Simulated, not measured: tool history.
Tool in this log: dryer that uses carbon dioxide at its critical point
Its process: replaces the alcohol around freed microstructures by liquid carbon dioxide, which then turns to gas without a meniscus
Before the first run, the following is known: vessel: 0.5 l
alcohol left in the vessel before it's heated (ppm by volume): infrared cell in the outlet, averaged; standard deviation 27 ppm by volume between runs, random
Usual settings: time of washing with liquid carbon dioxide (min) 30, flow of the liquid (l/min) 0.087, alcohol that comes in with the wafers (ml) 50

run	day	time of washing with liquid carbon dioxide (min)	flow of the liquid (l/min)	alcohol that comes in with the wafers (ml)	alcohol left in the vessel before it's heated (ppm by volume)
1	0	30	0.087	50	2010
2	0.362	30	0.087	50	2044
3	0.883	30	0.0987	50	1245
4	1.596	30	0.0536	50	9184
5	2.304	30	0.087	50	2088
6	2.762	30	0.087	50	2161
7	3.158	31	0.087	50	1874
8	3.779	30	0.087	50	2143
9	4.525	30	0.087	50	2236
10	4.996	30	0.087	50	2238
11	5.571	30	0.087	50	2207
12	6.242	30	0.087	50	2282
13	6.758	30	0.087	50	2275
14	7.296	30	0.087	50	2287
15	7.692	30	0.087	50	2347
16	8.358	30	0.087	50	2396
17	9.046	30	0.087	50	2444
18	9.667	34	0.087	50	1514
19	10.417	34	0.087	50	1528
20	10.883	40	0.087	50	756
21	11.254	40	0.0681	50	2123
22	11.954	45	0.0721	84	1766
23	12.588	45	0.0721	84	1812
24	12.908	30	0.0984	50	1634
25	13.612	30	0.087	94	4831
26	13.954	26	0.087	21	1865
27	14.321	26	0.087	21	1820
28	14.908	35	0.0679	44	3268
29	15.575	35	0.0679	44	3256
30	15.917	25	0.087	84	8282
31	16.617	30	0.087	41	2285
32	17.325	30	0.136	41	391
33	17.908	30	0.136	41	389
34	18.458	30	0.136	41	398
35	18.879	40	0.136	41	136
36	19.288	35	0.1441	43	181

Forecast each of these 5 alternatives for the next run:
A	19.962	31	0.1388	98	?
B	19.962	30	0.087	76	?
C	19.962	26	0.1441	59	?
D	19.962	18	0.0746	36	?
E	19.962	32	0.079	98	?

run	alcohol left in the vessel before it's heated (ppm by volume)
A	667
B	4434
C	814
D	11510
E	6300
With no hidden state in the tool, these same runs would have given:
run	alcohol left in the vessel before it's heated (ppm by volume)
A	270
B	2693
C	363
D	8924
E	3901
